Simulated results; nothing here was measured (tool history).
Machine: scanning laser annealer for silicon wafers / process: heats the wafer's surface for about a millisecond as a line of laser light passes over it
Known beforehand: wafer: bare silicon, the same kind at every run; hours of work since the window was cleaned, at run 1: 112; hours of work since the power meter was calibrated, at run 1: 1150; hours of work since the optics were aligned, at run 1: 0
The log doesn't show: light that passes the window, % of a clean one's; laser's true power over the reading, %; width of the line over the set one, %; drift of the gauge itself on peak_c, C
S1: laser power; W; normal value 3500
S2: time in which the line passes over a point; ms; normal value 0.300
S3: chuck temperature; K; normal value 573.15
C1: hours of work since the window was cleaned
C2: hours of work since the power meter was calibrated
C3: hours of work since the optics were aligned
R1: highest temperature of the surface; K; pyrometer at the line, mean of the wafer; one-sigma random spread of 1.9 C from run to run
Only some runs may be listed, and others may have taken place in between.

{"run": 1, "hour": 0.0, "S1": 3500, "S2": 0.3, "S3": 573.15, "C1": 112, "C2": 1150, "C3": 0, "R1": 1362.15}
{"run": 2, "hour": 44.1, "S1": 3500, "S2": 0.3, "S3": 573.15, "C1": 146, "C2": 1183, "C3": 34, "R1": 1362.15}
{"run": 3, "hour": 133.6, "S1": 3500, "S2": 0.3, "S3": 573.15, "C1": 214, "C2": 1251, "C3": 102, "R1": 1359.15}
{"run": 4, "hour": 231.2, "S1": 3551, "S2": 0.3, "S3": 573.15, "C1": 288, "C2": 1326, "C3": 176, "R1": 1367.15}
{"run": 5, "hour": 276.3, "S1": 3500, "S2": 0.3, "S3": 573.15, "C1": 323, "C2": 1360, "C3": 211, "R1": 1352.15}
{"run": 6, "hour": 373.2, "S1": 3500, "S2": 0.3, "S3": 555.15, "C1": 397, "C2": 1434, "C3": 285, "R1": 1328.15}
{"run": 7, "hour": 423.2, "S1": 3500, "S2": 0.3, "S3": 573.15, "C1": 435, "C2": 1472, "C3": 323, "R1": 1346.15}
{"run": 8, "hour": 513.0, "S1": 3500, "S2": 0.3, "S3": 573.15, "C1": 503, "C2": 1541, "C3": 391, "R1": 1339.15}
{"run": 9, "hour": 581.1, "S1": 3481, "S2": 0.3, "S3": 573.15, "C1": 555, "C2": 1593, "C3": 443, "R1": 1334.15}
{"run": 10, "hour": 665.8, "S1": 3481, "S2": 0.3, "S3": 573.15, "C1": 620, "C2": 1657, "C3": 508, "R1": 1329.15}
{"run": 11, "hour": 715.7, "S1": 3811, "S2": 0.3, "S3": 573.15, "C1": 658, "C2": 1695, "C3": 546, "R1": 1416.15}
{"run": 12, "hour": 761.1, "S1": 3811, "S2": 0.3, "S3": 581.15, "C1": 692, "C2": 1730, "C3": 580, "R1": 1424.15}
{"run": 13, "hour": 837.3, "S1": 3811, "S2": 0.3, "S3": 581.15, "C1": 750, "C2": 1788, "C3": 639, "R1": 1422.15}
{"run": 14, "hour": 900.2, "S1": 3811, "S2": 0.3, "S3": 581.15, "C1": 798, "C2": 1836, "C3": 686, "R1": 1417.15}
{"run": 15, "hour": 982.4, "S1": 3811, "S2": 0.3, "S3": 581.15, "C1": 861, "C2": 1899, "C3": 749, "R1": 1410.15}
{"hour": 1083.1, "done": "window over the wafer cleaned"}
{"run": 16, "hour": 1083.1, "S1": 3811, "S2": 0.3, "S3": 581.15, "C1": 0, "C2": 1974, "C3": 824, "R1": 1447.15}
{"run": 17, "hour": 1139.0, "S1": 3811, "S2": 0.3, "S3": 581.15, "C1": 43, "C2": 2017, "C3": 867, "R1": 1446.15}
{"run": 18, "hour": 1215.8, "S1": 3500, "S2": 0.291, "S3": 573.15, "C1": 101, "C2": 2075, "C3": 926, "R1": 1338.15}
{"run": 19, "hour": 1301.6, "S1": 3500, "S2": 0.291, "S3": 573.15, "C1": 167, "C2": 2141, "C3": 991, "R1": 1333.15}
{"run": 20, "hour": 1348.5, "S1": 3500, "S2": 0.291, "S3": 573.15, "C1": 202, "C2": 2176, "C3": 1027, "R1": 1330.15}
{"run": 21, "hour": 1448.4, "S1": 3500, "S2": 0.291, "S3": 573.15, "C1": 279, "C2": 2253, "C3": 1103, "R1": 1329.15}
{"run": 22, "hour": 1506.7, "S1": 3500, "S2": 0.291, "S3": 573.15, "C1": 323, "C2": 2297, "C3": 1147, "R1": 1322.15}
{"run": 23, "hour": 1570.3, "S1": 3500, "S2": 0.291, "S3": 573.15, "C1": 372, "C2": 2346, "C3": 1196, "R1": 1324.15}
{"run": 24, "hour": 1650.7, "S1": 3632, "S2": 0.291, "S3": 609.15, "C1": 433, "C2": 2407, "C3": 1257, "R1": 1390.15}
{"run": 25, "hour": 1741.4, "S1": 3632, "S2": 0.291, "S3": 609.15, "C1": 502, "C2": 2476, "C3": 1326, "R1": 1384.15}
{"hour": 1785.8, "done": "optics aligned, line set to its width"}
{"run": 26, "hour": 1831.3, "S1": 3199, "S2": 0.314, "S3": 572.15, "C1": 567, "C2": 2541, "C3": 35, "R1": 1280.15}
{"run": 27, "hour": 1920.4, "S1": 3133, "S2": 0.327, "S3": 579.15, "C1": 635, "C2": 2609, "C3": 103, "R1": 1277.15}
{"run": 28, "hour": 2010.7, "S1": 3133, "S2": 0.327, "S3": 579.15, "C1": 704, "C2": 2678, "C3": 172, "R1": 1276.15}
{"run": 29, "hour": 2100.8, "S1": 3734, "S2": 0.229, "S3": 592.15, "C1": 772, "C2": 2746, "C3": 240, "R1": 1294.15}
{"run": 30, "hour": 2152.1, "S1": 3360, "S2": 0.229, "S3": 592.15, "C1": 811, "C2": 2785, "C3": 279, "R1": 1213.15}
{"run": 31, "hour": 2203.2, "S1": 3405, "S2": 0.314, "S3": 542.15, "C1": 850, "C2": 2824, "C3": 318, "R1": 1288.15}
{"run": 32, "hour": 2274.4, "S1": 3405, "S2": 0.314, "S3": 542.15, "C1": 905, "C2": 2879, "C3": 373, "R1": 1286.15}
{"hour": 2320.8, "done": "window over the wafer cleaned"}
{"run": 33, "hour": 2352.8, "S1": 3405, "S2": 0.314, "S3": 542.15, "C1": 24, "C2": 2937, "C3": 431, "R1": 1318.15}
{"run": 34, "hour": 2436.6, "S1": 3833, "S2": 0.254, "S3": 576.15, "C1": 88, "C2": 3001, "C3": 495, "R1": 1368.15}
{"run": 35, "hour": 2530.5, "S1": 3086, "S2": 0.3, "S3": 560.15, "C1": 160, "C2": 3072, "C3": 566, "R1": 1222.15}
{"run": 36, "hour": 2579.4, "S1": 3086, "S2": 0.3, "S3": 560.15, "C1": 197, "C2": 3110, "C3": 604, "R1": 1226.15}
{"run": 37, "hour": 2671.5, "S1": 3358, "S2": 0.287, "S3": 604.15, "C1": 267, "C2": 3180, "C3": 674, "R1": 1320.15}
{"run": 38, "hour": 2752.7, "S1": 3358, "S2": 0.287, "S3": 604.15, "C1": 329, "C2": 3242, "C3": 736, "R1": 1314.15}
{"run": 39, "hour": 2843.4, "S1": 3358, "S2": 0.287, "S3": 604.15, "C1": 399, "C2": 3311, "C3": 805, "R1": 1311.15}
{"run": 40, "hour": 2931.2, "S1": 3592, "S2": 0.263, "S3": 573.15, "C1": 465, "C2": 3378, "C3": 872, "R1": 1299.15}
{"run": 41, "hour": 2998.1, "S1": 3800, "S2": 0.261, "S3": 569.15, "C1": 517, "C2": 3429, "C3": 923, "R1": 1345.15}

Describe how what the log doesn't record of the tool's condition differs between the last listed run preceding each entry between runs and the first listed run following it.
From run 15 to run 16: window over the wafer cleaned (hour 1083.1)
  light that passes the window, % of a clean one's: 96.34 -> 99.94; laser's true power over the reading, %: -0.67 -> -0.71; width of the line over the set one, %: 1.95 -> 2.13
  what was measured, less what the result would be without the hidden state, R1: -58.00 -> -21.00 K
From run 25 to run 26: optics aligned, line set to its width (hour 1785.8)
  light that passes the window, % of a clean one's: 97.93 -> 97.68; laser's true power over the reading, %: -0.92 -> -0.94; width of the line over the set one, %: 3.21 -> 0.24
  what was measured, less what the result would be without the hidden state, R1: -46.00 -> -30.00 K
From run 32 to run 33: window over the wafer cleaned (hour 2320.8)
  light that passes the window, % of a clean one's: 96.33 -> 99.82; laser's true power over the reading, %: -1.09 -> -1.12; width of the line over the set one, %: 1.02 -> 1.15
  what was measured, less what the result would be without the hidden state, R1: -51.00 -> -18.00 K
